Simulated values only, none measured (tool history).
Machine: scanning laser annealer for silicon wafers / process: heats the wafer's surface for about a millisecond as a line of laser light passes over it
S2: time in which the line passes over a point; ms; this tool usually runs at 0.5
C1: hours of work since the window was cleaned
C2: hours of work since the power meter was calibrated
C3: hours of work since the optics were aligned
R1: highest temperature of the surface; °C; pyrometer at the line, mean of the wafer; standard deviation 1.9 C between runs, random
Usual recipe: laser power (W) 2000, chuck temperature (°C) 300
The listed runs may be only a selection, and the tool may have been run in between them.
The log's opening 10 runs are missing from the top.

run 11 day=6.562 | laser_power_(W)=2063 S2=0.449 chuck_temperature_(°C)=271 | C1=44 C2=391 C3=599 | R1=1062
run 12 day=7.238 | laser_power_(W)=2063 S2=0.449 chuck_temperature_(°C)=328 | C1=54 C2=401 C3=609 | R1=1116
run 13 day=7.921 | laser_power_(W)=2063 S2=0.449 chuck_temperature_(°C)=328 | C1=65 C2=411 C3=619 | R1=1116
run 14 day=8.354 | laser_power_(W)=2063 S2=0.449 chuck_temperature_(°C)=328 | C1=71 C2=417 C3=625 | R1=1117
run 15 day=9.279 | laser_power_(W)=2063 S2=0.449 chuck_temperature_(°C)=328 | C1=85 C2=431 C3=639 | R1=1114
run 16 day=9.808 | laser_power_(W)=1978 S2=0.449 chuck_temperature_(°C)=328 | C1=93 C2=439 C3=647 | R1=1086
run 17 day=10.579 | laser_power_(W)=2080 S2=0.449 chuck_temperature_(°C)=328 | C1=104 C2=451 C3=659 | R1=1121
run 18 day=11.367 | laser_power_(W)=2080 S2=0.449 chuck_temperature_(°C)=328 | C1=116 C2=462 C3=670 | R1=1115
run 19 day=12.296 | laser_power_(W)=2070 S2=0.5 chuck_temperature_(°C)=300 | C1=130 C2=476 C3=684 | R1=1131
run 20 day=13.229 | laser_power_(W)=2067 S2=0.5 chuck_temperature_(°C)=327 | C1=144 C2=490 C3=698 | R1=1152
run 21 day=13.996 | laser_power_(W)=2067 S2=0.5 chuck_temperature_(°C)=327 | C1=155 C2=501 C3=709 | R1=1152
run 22 day=14.65 | laser_power_(W)=2067 S2=0.5 chuck_temperature_(°C)=327 | C1=165 C2=511 C3=719 | R1=1151
-- day=15.388 optics aligned, line set to its width
run 23 day=15.788 | laser_power_(W)=1843 S2=0.5 chuck_temperature_(°C)=265 | C1=179 C2=525 C3=6 | R1=992
run 24 day=16.396 | laser_power_(W)=1717 S2=0.5 chuck_temperature_(°C)=317 | C1=188 C2=534 C3=15 | R1=988
run 25 day=17.392 | laser_power_(W)=1717 S2=0.5 chuck_temperature_(°C)=317 | C1=202 C2=549 C3=30 | R1=998
run 26 day=17.854 | laser_power_(W)=1717 S2=0.5 chuck_temperature_(°C)=317 | C1=209 C2=556 C3=37 | R1=993
run 27 day=18.433 | laser_power_(W)=1908 S2=0.62 chuck_temperature_(°C)=300 | C1=218 C2=564 C3=45 | R1=1133
run 28 day=19.412 | laser_power_(W)=1731 S2=0.581 chuck_temperature_(°C)=337 | C1=232 C2=579 C3=60 | R1=1066

What does the tool deliver on the next run?
-- day=20.188 optics aligned, line set to its width, once more
run 29 day=20.188 | laser_power_(W)=1731 S2=0.581 chuck_temperature_(°C)=337 | C1=241 C2=587 C3=0 | R1=?

Run 29 came out at R1 1080 °C.
Had the tool carried no hidden state, the very same run would have given R1 1088 °C.
